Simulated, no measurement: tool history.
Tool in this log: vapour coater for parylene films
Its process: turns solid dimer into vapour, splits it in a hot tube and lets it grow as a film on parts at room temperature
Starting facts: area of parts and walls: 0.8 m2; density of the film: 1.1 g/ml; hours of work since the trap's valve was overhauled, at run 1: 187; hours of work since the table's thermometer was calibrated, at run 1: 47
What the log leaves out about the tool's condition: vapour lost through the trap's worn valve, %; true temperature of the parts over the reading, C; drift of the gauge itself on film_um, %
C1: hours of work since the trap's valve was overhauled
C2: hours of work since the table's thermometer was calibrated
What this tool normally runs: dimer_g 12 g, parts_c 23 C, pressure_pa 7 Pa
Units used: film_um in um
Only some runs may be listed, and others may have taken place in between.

{"run": 1, "hour": 0.0, "dimer_g": 12, "parts_c": 23, "pressure_pa": 7, "C1": 187, "C2": 47, "film_um": 6.32}
{"run": 2, "hour": 12.0, "dimer_g": 12, "parts_c": 23, "pressure_pa": 7, "C1": 196, "C2": 57, "film_um": 6.45}
{"run": 3, "hour": 22.5, "dimer_g": 12, "parts_c": 23, "pressure_pa": 7, "C1": 204, "C2": 65, "film_um": 6.23}
{"run": 4, "hour": 31.5, "dimer_g": 12, "parts_c": 23, "pressure_pa": 4.71, "C1": 211, "C2": 72, "film_um": 6.45}
{"run": 5, "hour": 38.3, "dimer_g": 12, "parts_c": 23, "pressure_pa": 2.51, "C1": 216, "C2": 77, "film_um": 6.62}
{"run": 6, "hour": 46.7, "dimer_g": 12, "parts_c": 23, "pressure_pa": 2.51, "C1": 223, "C2": 84, "film_um": 6.61}
{"run": 7, "hour": 60.8, "dimer_g": 12, "parts_c": 23, "pressure_pa": 2.51, "C1": 234, "C2": 95, "film_um": 6.58}
{"run": 8, "hour": 69.0, "dimer_g": 12, "parts_c": 23, "pressure_pa": 2.51, "C1": 240, "C2": 101, "film_um": 6.7}
{"run": 9, "hour": 80.5, "dimer_g": 12, "parts_c": 23, "pressure_pa": 2.51, "C1": 249, "C2": 110, "film_um": 6.65}
{"run": 10, "hour": 96.5, "dimer_g": 12, "parts_c": 23, "pressure_pa": 2.65, "C1": 262, "C2": 122, "film_um": 6.54}
{"run": 11, "hour": 112.7, "dimer_g": 12, "parts_c": 23, "pressure_pa": 2.65, "C1": 274, "C2": 135, "film_um": 6.55}
{"run": 12, "hour": 126.8, "dimer_g": 12, "parts_c": 23, "pressure_pa": 2.65, "C1": 285, "C2": 146, "film_um": 6.58}
{"run": 13, "hour": 138.0, "dimer_g": 11, "parts_c": 23, "pressure_pa": 2.65, "C1": 294, "C2": 154, "film_um": 6.02}
{"run": 14, "hour": 145.3, "dimer_g": 11, "parts_c": 23, "pressure_pa": 2.65, "C1": 299, "C2": 160, "film_um": 5.96}
{"run": 15, "hour": 152.1, "dimer_g": 14, "parts_c": 28, "pressure_pa": 5.92, "C1": 305, "C2": 165, "film_um": 6.73}
{"run": 16, "hour": 164.2, "dimer_g": 14, "parts_c": 28, "pressure_pa": 5.92, "C1": 314, "C2": 175, "film_um": 6.62}
{"run": 17, "hour": 175.7, "dimer_g": 11, "parts_c": 30, "pressure_pa": 2.82, "C1": 323, "C2": 184, "film_um": 5.31}
{"run": 18, "hour": 187.0, "dimer_g": 11, "parts_c": 30, "pressure_pa": 2.82, "C1": 332, "C2": 192, "film_um": 5.4}
{"hour": 192.1, "done": "trap's valve overhauled"}
{"run": 19, "hour": 202.1, "dimer_g": 11, "parts_c": 30, "pressure_pa": 2.82, "C1": 8, "C2": 201, "film_um": 5.2}
{"run": 20, "hour": 216.7, "dimer_g": 12, "parts_c": 15, "pressure_pa": 8.57, "C1": 19, "C2": 212, "film_um": 6.74}
{"run": 21, "hour": 232.8, "dimer_g": 9, "parts_c": 32, "pressure_pa": 4.43, "C1": 32, "C2": 225, "film_um": 4.01}
{"run": 22, "hour": 249.3, "dimer_g": 9, "parts_c": 32, "pressure_pa": 4.43, "C1": 44, "C2": 238, "film_um": 4.03}
{"run": 23, "hour": 261.7, "dimer_g": 8, "parts_c": 23, "pressure_pa": 4.2, "C1": 54, "C2": 247, "film_um": 4.04}
{"hour": 276.1, "done": "trap's valve overhauled, once more"}
{"run": 24, "hour": 277.1, "dimer_g": 5, "parts_c": 18, "pressure_pa": 5.4, "C1": 1, "C2": 256, "film_um": 3.02}
{"run": 25, "hour": 284.6, "dimer_g": 6, "parts_c": 18, "pressure_pa": 6.06, "C1": 7, "C2": 262, "film_um": 3.63}
{"run": 26, "hour": 293.5, "dimer_g": 8, "parts_c": 18, "pressure_pa": 4.45, "C1": 14, "C2": 269, "film_um": 4.92}
{"run": 27, "hour": 300.9, "dimer_g": 8, "parts_c": 18, "pressure_pa": 4.45, "C1": 19, "C2": 274, "film_um": 4.95}

Consider 4 possible next runs. They are alternatives, not a sequence: every one starts from the tool as it was left by run 27. What does each give?
{"run": "A", "hour": 316.3, "dimer_g": 9, "parts_c": 22, "pressure_pa": 8.18, "C1": 31, "C2": 286, "film_um": "?"}
{"run": "B", "hour": 316.3, "dimer_g": 13, "parts_c": 18, "pressure_pa": 4.45, "C1": 31, "C2": 286, "film_um": "?"}
{"run": "C", "hour": 316.3, "dimer_g": 5, "parts_c": 30, "pressure_pa": 4.45, "C1": 31, "C2": 286, "film_um": "?"}
{"run": "D", "hour": 316.3, "dimer_g": 6, "parts_c": 25, "pressure_pa": 3.7, "C1": 31, "C2": 286, "film_um": "?"}

run=A film_um=4.94
run=B film_um=8.11
run=C film_um=2.51
run=D film_um=3.32
Without the tool's unlogged condition, the same runs would have read:
run=A film_um=5.01
run=B film_um=8.22
run=C film_um=2.54
run=D film_um=3.36

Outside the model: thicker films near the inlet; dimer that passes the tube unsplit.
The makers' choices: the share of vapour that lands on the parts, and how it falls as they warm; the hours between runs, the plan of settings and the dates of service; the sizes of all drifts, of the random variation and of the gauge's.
